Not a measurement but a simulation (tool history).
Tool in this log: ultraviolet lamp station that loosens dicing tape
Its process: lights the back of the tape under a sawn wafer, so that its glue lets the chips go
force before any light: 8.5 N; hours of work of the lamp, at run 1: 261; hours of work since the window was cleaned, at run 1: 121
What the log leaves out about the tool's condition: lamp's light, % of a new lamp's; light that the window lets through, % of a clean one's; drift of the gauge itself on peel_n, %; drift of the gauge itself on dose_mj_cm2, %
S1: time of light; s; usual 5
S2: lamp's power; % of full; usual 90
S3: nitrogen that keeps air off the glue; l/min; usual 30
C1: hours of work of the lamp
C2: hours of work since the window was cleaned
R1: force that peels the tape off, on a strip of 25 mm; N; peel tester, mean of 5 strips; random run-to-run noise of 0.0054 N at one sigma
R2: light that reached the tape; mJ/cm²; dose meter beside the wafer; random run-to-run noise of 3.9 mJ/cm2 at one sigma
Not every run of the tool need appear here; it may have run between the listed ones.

| run | day | S1 | S2 | S3 | C1 | C2 | R1 | R2 |
|---|---|---|---|---|---|---|---|---|
| 1 | 0.000 | 5 | 90 | 30 | 261 | 121 | 0.108 | 681 |
| 2 | 0.300 | 5 | 90 | 23 | 266 | 126 | 0.136 | 671 |
| 3 | 0.675 | 5 | 90 | 23 | 273 | 133 | 0.130 | 671 |
| 4 | 1.146 | 5 | 90 | 30 | 282 | 142 | 0.113 | 672 |
| 5 | 1.517 | 2 | 90 | 30 | 289 | 149 | 0.962 | 268 |
| 6 | 1.850 | 2 | 90 | 30 | 295 | 155 | 0.957 | 267 |
| 7 | 2.092 | 5 | 90 | 37 | 299 | 159 | 0.091 | 669 |
| 8 | 2.479 | 5 | 90 | 30 | 307 | 167 | 0.108 | 673 |
| 9 | 2.900 | 5 | 71 | 30 | 314 | 174 | 0.175 | 532 |
| 10 | 3.133 | 5 | 90 | 30 | 319 | 179 | 0.113 | 667 |
| 11 | 3.546 | 5 | 68 | 30 | 326 | 186 | 0.195 | 500 |
| 12 | 3.862 | 5 | 68 | 30 | 332 | 192 | 0.202 | 510 |
| 13 | 4.317 | 9 | 90 | 30 | 340 | 201 | 0.074 | 1206 |
| 14 | 4.825 | 5 | 90 | 36 | 350 | 210 | 0.105 | 665 |
| 15 | 5.221 | 5 | 90 | 30 | 357 | 217 | 0.109 | 659 |
| 16 | 5.721 | 5 | 90 | 30 | 366 | 227 | 0.107 | 670 |
| 17 | 6.075 | 5 | 90 | 30 | 373 | 233 | 0.094 | 668 |
| 18 | 6.421 | 5 | 90 | 30 | 379 | 239 | 0.108 | 664 |
| 19 | 6.671 | 5 | 90 | 24 | 384 | 244 | 0.132 | 669 |
| 20 | 6.946 | 5 | 90 | 30 | 389 | 249 | 0.115 | 671 |
| 21 | 7.438 | 5 | 70 | 30 | 398 | 258 | 0.184 | 518 |
| 22 | 7.783 | 3 | 67 | 30 | 405 | 265 | 0.749 | 296 |
| 23 | 8.038 | 5 | 77 | 12 | 409 | 269 | 0.382 | 573 |
| 24 | 8.438 | 5 | 90 | 37 | 417 | 277 | 0.098 | 671 |
| 25 | 8.683 | 2 | 70 | 16 | 421 | 281 | 2.171 | 214 |
| 26 | 8.946 | 4 | 61 | 16 | 426 | 286 | 0.867 | 365 |
| 27 | 9.412 | 4 | 72 | 40 | 435 | 295 | 0.240 | 429 |
| 28 | 9.729 | 5 | 72 | 12 | 440 | 301 | 0.474 | 538 |
| 29 | 10.112 | 7 | 66 | 25 | 448 | 308 | 0.108 | 685 |
| 30 | 10.450 | 4 | 62 | 30 | 454 | 314 | 0.464 | 367 |
| 31 | 10.721 | 5 | 83 | 30 | 459 | 319 | 0.120 | 616 |
| 32 | 11.183 | 5 | 83 | 30 | 467 | 327 | 0.108 | 618 |
| 33 | 11.558 | 5 | 83 | 30 | 474 | 334 | 0.126 | 616 |
| 34 | 11.850 | 5 | 83 | 30 | 480 | 340 | 0.114 | 613 |
| 35 | 12.217 | 2 | 90 | 30 | 486 | 347 | 1.004 | 262 |
| 36 | 12.567 | 2 | 90 | 30 | 493 | 353 | 0.992 | 265 |
| 37 | 12.954 | 2 | 86 | 42 | 500 | 360 | 0.828 | 254 |
| 38 | 13.333 | 2 | 86 | 42 | 507 | 367 | 0.823 | 256 |
| 39 | 13.696 | 2 | 86 | 42 | 514 | 374 | 0.842 | 261 |
| 40 | 13.954 | 2 | 86 | 42 | 519 | 379 | 0.865 | 254 |
|  | 14.054 | window cleaned of glue's vapour |
| 41 | 14.329 | 5 | 86 | 21 | 525 | 5 | 0.147 | 639 |
| 42 | 14.654 | 7 | 68 | 42 | 531 | 11 | 0.083 | 705 |

3 ways to go on from here, each from the tool as it stands after run 42. What would each give?
| A | 15.088 | 7 | 74 | 42 | 539 | 19 | ? | ? |
| B | 15.088 | 4 | 79 | 42 | 539 | 19 | ? | ? |
| C | 15.088 | 7 | 64 | 15 | 539 | 19 | ? | ? |

| run | R1 | R2 |
|---|---|---|
| A | 0.084 | 773 |
| B | 0.177 | 471 |
| C | 0.198 | 664 |
Had the tool no hidden state, the same runs would have come out as:
| run | R1 | R2 |
|---|---|---|
| A | 0.084 | 774 |
| B | 0.176 | 471 |
| C | 0.198 | 665 |
